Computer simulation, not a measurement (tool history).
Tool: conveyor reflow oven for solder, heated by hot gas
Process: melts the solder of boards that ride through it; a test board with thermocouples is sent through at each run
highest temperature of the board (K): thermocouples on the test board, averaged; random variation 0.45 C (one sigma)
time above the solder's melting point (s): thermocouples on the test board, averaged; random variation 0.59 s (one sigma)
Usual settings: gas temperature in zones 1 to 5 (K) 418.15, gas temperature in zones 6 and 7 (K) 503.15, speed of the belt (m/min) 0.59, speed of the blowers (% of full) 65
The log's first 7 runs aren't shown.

run	hour	gas temperature in zones 1 to 5 (K)	gas temperature in zones 6 and 7 (K)	speed of the belt (m/min)	speed of the blowers (% of full)	hours of work since the flux was cleaned out	hours of work since the belt drive was overhauled	hours of work since the thermocouples were changed	highest temperature of the board (K)	time above the solder's melting point (s)
8	106.1	418.15	503.15	0.624	65	40	306	708	486.25	48.3
9	127.4	418.15	503.15	0.624	65	51	318	720	486.35	49.5
10	145.2	418.15	503.15	0.624	56	61	328	729	482.75	45.4
11	156.4	418.15	503.15	0.59	61	68	334	736	486.25	52.8
12	166	418.15	503.15	0.59	65	73	340	741	486.75	54.3
13	183.9	418.15	503.15	0.59	65	83	350	751	486.85	54.2
14	193.9	418.15	505.15	0.59	65	88	355	757	489.15	54.8
15	217.5	418.15	505.15	0.59	65	102	368	770	489.05	54.4
16	240.4	418.15	505.15	0.643	65	114	381	783	486.85	48.7
17	257.2	418.15	503.15	0.59	72	124	390	792	489.85	55.1
18	279.9	419.15	497.15	0.48	85	136	403	805	490.75	72.6
19	299.3	419.15	497.15	0.48	85	147	414	815	490.95	72.5
20	322.7	418.15	497.15	0.48	85	160	427	829	491.85	71.1
21	342	404.15	503.15	0.485	63	171	438	839	490.45	64.2
# hour 351: flux residue cleaned out of gas plates and filters
22	367.6	431.15	517.15	0.59	71	9	449	851	503.45	68
23	377.8	424.15	496.15	0.528	71	15	455	857	487.25	63.9
24	388.1	411.15	508.15	0.602	68	21	461	862	491.15	52.2
25	401.5	414.15	496.15	0.602	68	28	468	870	481.25	45.3
26	413.6	414.15	496.15	0.602	68	35	475	876	481.25	45.9
27	425.2	414.15	496.15	0.602	68	41	481	883	481.55	45.4
28	435.9	432.15	498.15	0.602	88	47	487	889	489.55	60.6
29	455.7	432.15	498.15	0.602	88	58	498	900	490.25	62.3
30	468	432.15	498.15	0.602	50	65	505	907	480.75	49.5
31	481.5	418.15	503.15	0.586	73	73	513	914	489.45	55.4

Forecast each of these 3 alternatives for the next run:
A	492.3	418.15	503.15	0.553	73	79	519	920	?	?
B	492.3	422.15	503.15	0.637	73	79	519	920	?	?
C	492.3	418.15	496.15	0.586	73	79	519	920	?	?

run	highest temperature of the board (K)	time above the solder's melting point (s)
A	491.25	61.5
B	487.45	51.5
C	484.65	51.9
Without the tool's hidden state the same runs would have given:
run	highest temperature of the board (K)	time above the solder's melting point (s)
A	491.05	61.4
B	487.25	51.4
C	484.45	51.7
